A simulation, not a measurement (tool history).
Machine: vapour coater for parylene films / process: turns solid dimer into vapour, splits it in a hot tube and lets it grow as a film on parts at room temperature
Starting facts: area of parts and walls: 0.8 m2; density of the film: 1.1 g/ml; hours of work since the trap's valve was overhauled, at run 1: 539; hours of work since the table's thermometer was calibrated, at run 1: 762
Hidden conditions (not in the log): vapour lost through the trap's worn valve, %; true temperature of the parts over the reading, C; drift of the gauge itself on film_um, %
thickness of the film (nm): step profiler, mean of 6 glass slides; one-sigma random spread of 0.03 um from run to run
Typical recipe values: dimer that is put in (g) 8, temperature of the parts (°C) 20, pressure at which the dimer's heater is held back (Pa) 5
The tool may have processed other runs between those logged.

| run | day | dimer that is put in (g) | temperature of the parts (°C) | pressure at which the dimer's heater is held back (Pa) | hours of work since the trap's valve was overhauled | hours of work since the table's thermometer was calibrated | thickness of the film (nm) |
|---|---|---|---|---|---|---|---|
| 1 | 0 | 8 | 20 | 5 | 539 | 762 | 3980 |
| 2 | 0.729 | 8 | 20 | 8.89 | 553 | 776 | 3800 |
| 3 | 1.808 | 8 | 20 | 8.89 | 575 | 797 | 3740 |
| 4 | 2.421 | 8 | 20 | 8.89 | 587 | 809 | 3730 |
| 5 | 3.767 | 8 | 18 | 5 | 613 | 836 | 4200 |
|  | 4.038 | trap's valve overhauled |
| 6 | 4.625 | 8 | 20 | 5 | 11 | 849 | 4570 |
| 7 | 5.329 | 8 | 20 | 4.65 | 25 | 863 | 4600 |
| 8 | 6.7 | 8 | 20 | 4.65 | 52 | 890 | 4550 |
| 9 | 7.65 | 8 | 20 | 5.63 | 71 | 908 | 4410 |
| 10 | 8.362 | 14 | 20 | 5 | 85 | 922 | 7710 |
| 11 | 9.404 | 14 | 20 | 5 | 105 | 943 | 7820 |
| 12 | 10.412 | 14 | 20 | 5 | 125 | 962 | 7740 |
| 13 | 11.688 | 9 | 22 | 3.05 | 150 | 987 | 4850 |
| 14 | 12.517 | 9 | 22 | 3.05 | 166 | 1003 | 4850 |
| 15 | 13.975 | 9 | 22 | 3.05 | 194 | 1032 | 4880 |
| 16 | 14.871 | 3 | 20 | 5 | 212 | 1049 | 1630 |
| 17 | 16.175 | 3 | 20 | 5 | 237 | 1075 | 1620 |
| 18 | 17.038 | 8 | 25 | 7.79 | 254 | 1092 | 3510 |
| 19 | 18.008 | 8 | 25 | 7.79 | 273 | 1111 | 3510 |
| 20 | 18.683 | 3 | 12 | 2.8 | 286 | 1124 | 2160 |
| 21 | 19.504 | 4 | 16 | 11 | 302 | 1140 | 2210 |
| 22 | 20.583 | 4 | 16 | 11 | 324 | 1161 | 2170 |
| 23 | 21.4 | 7 | 24 | 10.65 | 339 | 1177 | 3010 |

Below are 5 alternative next runs, each starting from the tool's condition after run 23. Predict each:
| A | 22.888 | 6 | 17 | 4.84 | 369 | 1206 | ? |
| B | 22.888 | 8 | 18 | 5 | 369 | 1206 | ? |
| C | 22.888 | 6 | 15 | 4.26 | 369 | 1206 | ? |
| D | 22.888 | 7 | 30 | 2.55 | 369 | 1206 | ? |
| E | 22.888 | 4 | 24 | 10.65 | 369 | 1206 | ? |

| run | thickness of the film (nm) |
|---|---|
| A | 3420 |
| B | 4390 |
| C | 3650 |
| D | 2980 |
| E | 1730 |
The same runs, with their run-to-run variation unchanged, on a tool lacking any hidden condition would have given:
| run | thickness of the film (nm) |
|---|---|
| A | 3690 |
| B | 4740 |
| C | 3940 |
| D | 3210 |
| E | 1860 |
